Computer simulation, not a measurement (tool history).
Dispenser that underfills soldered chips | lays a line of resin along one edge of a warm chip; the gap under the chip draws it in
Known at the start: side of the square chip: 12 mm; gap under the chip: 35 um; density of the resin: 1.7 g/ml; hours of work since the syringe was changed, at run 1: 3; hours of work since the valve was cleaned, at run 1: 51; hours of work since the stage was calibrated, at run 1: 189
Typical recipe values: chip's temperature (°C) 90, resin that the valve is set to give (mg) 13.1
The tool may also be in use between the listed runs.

run	hour	chip's temperature (°C)	resin that the valve is set to give (mg)	hours of work since the syringe was changed	hours of work since the valve was cleaned	hours of work since the stage was calibrated	time until the resin shows at the far edge (s)	resin that the valve gave (mg)
1	0.0	90	13.1	3	51	189	168.6	12.79
# hour 7.2: new syringe of resin
2	8.9	90	13.1	1	56	194	137.2	12.95
3	16.7	90	13.1	6	60	199	194.3	12.91
# hour 19.9: new syringe of resin
4	21.0	90	13.1	1	63	201	136.3	12.77
5	26.3	90	13.1	4	66	204	175.2	12.82
# hour 32.4: new syringe of resin
6	34.6	90	15.7	1	71	209	141.1	15.37
7	41.6	90	15.7	6	75	214	193.5	15.34
# hour 44.9: new syringe of resin
8	47.9	90	15.7	2	79	217	148.1	15.37
# hour 53.3: dispensing valve cleaned and set on the balance
9	53.8	97	15.7	5	0	220	139.8	15.67
# hour 58.6: new syringe of resin
10	60.3	97	15.7	1	4	224	107.9	15.58
11	64.8	84	12.6	4	7	227	222.5	12.64
12	69.9	84	12.6	7	10	230	277.9	12.58
# hour 71.0: new syringe of resin
13	78.4	80	13.5	4	15	235	270.6	13.54
# hour 83.5: new syringe of resin
14	83.9	80	13.5	0	18	238	199.4	13.41
15	88.7	83	16.6	3	21	241	218.6	16.44
16	95.5	90	15.4	7	25	245	226.2	15.28
# hour 96.6: new syringe of resin
17	103.7	76	15.2	4	30	249	319.7	15.01
# hour 109.5: new syringe of resin
18	109.6	94	11.9	0	33	253	112.8	11.76
19	117.6	95	14.9	5	38	258	153.9	14.67

Hidden state or all else? Some run-to-run changes of time until the resin shows at the far edge (s), split into what the settings, what came in and random variation would give without the hidden state, and what is left for the hidden state (with any gauge scatter that isn't in both results):
The hidden state here: resin's viscosity, % of fresh resin's; dose that the valve gives, % of what is set; true chip temperature over the reading, C; drift of the gauge itself on fill_s, %; drift of the gauge itself on given_mg, %.
Run 17 -> 18: chip's temperature (°C) 76 -> 94, resin that the valve is set to give (mg) 15.2 -> 11.9, new syringe of resin. time until the resin shows at the far edge (s) -206.9: hidden state -103.7, all else -103.2.
